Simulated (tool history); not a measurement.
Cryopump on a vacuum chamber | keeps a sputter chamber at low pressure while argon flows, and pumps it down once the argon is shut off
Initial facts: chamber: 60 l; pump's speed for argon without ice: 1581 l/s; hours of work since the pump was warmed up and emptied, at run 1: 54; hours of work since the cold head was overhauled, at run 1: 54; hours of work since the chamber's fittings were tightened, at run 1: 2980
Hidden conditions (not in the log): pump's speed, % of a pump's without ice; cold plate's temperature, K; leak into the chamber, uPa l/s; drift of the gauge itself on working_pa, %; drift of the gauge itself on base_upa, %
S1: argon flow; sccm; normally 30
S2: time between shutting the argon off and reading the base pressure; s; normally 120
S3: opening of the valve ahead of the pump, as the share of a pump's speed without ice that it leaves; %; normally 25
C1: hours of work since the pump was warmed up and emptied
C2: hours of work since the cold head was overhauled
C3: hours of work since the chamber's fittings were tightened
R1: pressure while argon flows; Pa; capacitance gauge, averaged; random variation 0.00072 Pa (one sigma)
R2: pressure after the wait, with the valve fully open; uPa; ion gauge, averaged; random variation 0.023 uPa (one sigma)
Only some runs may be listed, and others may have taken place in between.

run,day,S1,S2,S3,C1,C2,C3,R1,R2
1,0.000,30,120,25,54,54,2980,0.1296,2.02
2,0.654,30,120,25,61,61,2988,0.1296,2.03
3,1.346,30,39,25,69,69,2996,0.1297,3.39
4,2.042,30,39,25,77,77,3004,0.1291,3.18
5,2.675,30,120,25,85,85,3012,0.1295,1.98
6,3.238,30,120,25,92,92,3018,0.1302,2.08
7,3.779,30,120,44,98,98,3024,0.0737,2.04
8,4.375,26,120,25,105,105,3031,0.1124,2.07
9,4.742,26,120,25,109,109,3036,0.1120,2.15
10,5.588,30,120,27,119,119,3046,0.1207,2.09
11,6.175,30,120,27,126,126,3053,0.1199,2.10
12,6.575,30,120,27,131,131,3057,0.1196,2.10
13,7.333,30,120,43,140,140,3066,0.0758,2.15
14,8.142,30,120,43,149,149,3076,0.0773,1.96
15,8.971,30,93,43,159,159,3085,0.0778,2.32
16,9.833,30,93,43,169,169,3095,0.0776,2.34
17,10.429,30,93,43,176,176,3102,0.0763,2.42
18,11.092,33,93,43,184,184,3110,0.0851,2.27
19,11.738,32,59,54,191,191,3118,0.0662,2.81
20,12.512,30,120,36,200,200,3127,0.0913,2.18
21,13.025,14,65,25,206,206,3133,0.0609,2.69
22,13.417,14,65,25,211,211,3137,0.0610,2.75
23,14.121,18,120,25,219,219,3146,0.0784,2.21
24,14.983,39,287,40,229,229,3156,0.1088,1.88
25,15.433,29,63,17,234,234,3161,0.1856,2.72
26,15.996,20,23,25,241,241,3168,0.0875,4.78
27,16.592,17,169,27,248,248,3175,0.0690,2.04
28,17.158,19,170,36,255,255,3181,0.0595,2.10
29,17.958,53,120,44,264,264,3191,0.1347,2.22
30,18.454,21,234,15,270,270,3197,0.1513,1.92
31,18.896,54,24,25,275,275,3202,0.2363,4.65
32,19.538,29,120,25,283,283,3209,0.1278,2.28
# day 20.046: leaking fittings of the chamber tightened, without venting
33,20.471,29,120,25,293,293,5,0.1266,0.81

For some of the steps in R1 from one run to the next: how much would appear even if the tool had no hidden state, given the settings, what came in and random variation, and how much remains for the hidden state plus any gauge scatter that the measured result and the result without hidden state don't share?
Run 25 -> 26: S1 29 -> 20, S2 63 -> 23, S3 17 -> 25. R1 -0.0981 Pa: hidden state -0.0008, all else -0.0973.
Run 28 -> 29: S1 19 -> 53, S2 170 -> 120, S3 36 -> 44. R1 +0.0752 Pa: hidden state +0.0039, all else +0.0713.
Run 29 -> 30: S1 53 -> 21, S2 120 -> 234, S3 44 -> 15. R1 +0.0166 Pa: hidden state -0.0035, all else +0.0201.
Run 30 -> 31: S1 21 -> 54, S2 234 -> 24, S3 15 -> 25. R1 +0.0850 Pa: hidden state +0.0040, all else +0.0810.
Run 31 -> 32: S1 54 -> 29, S2 24 -> 120. R1 -0.1085 Pa: hidden state -0.0029, all else -0.1056.
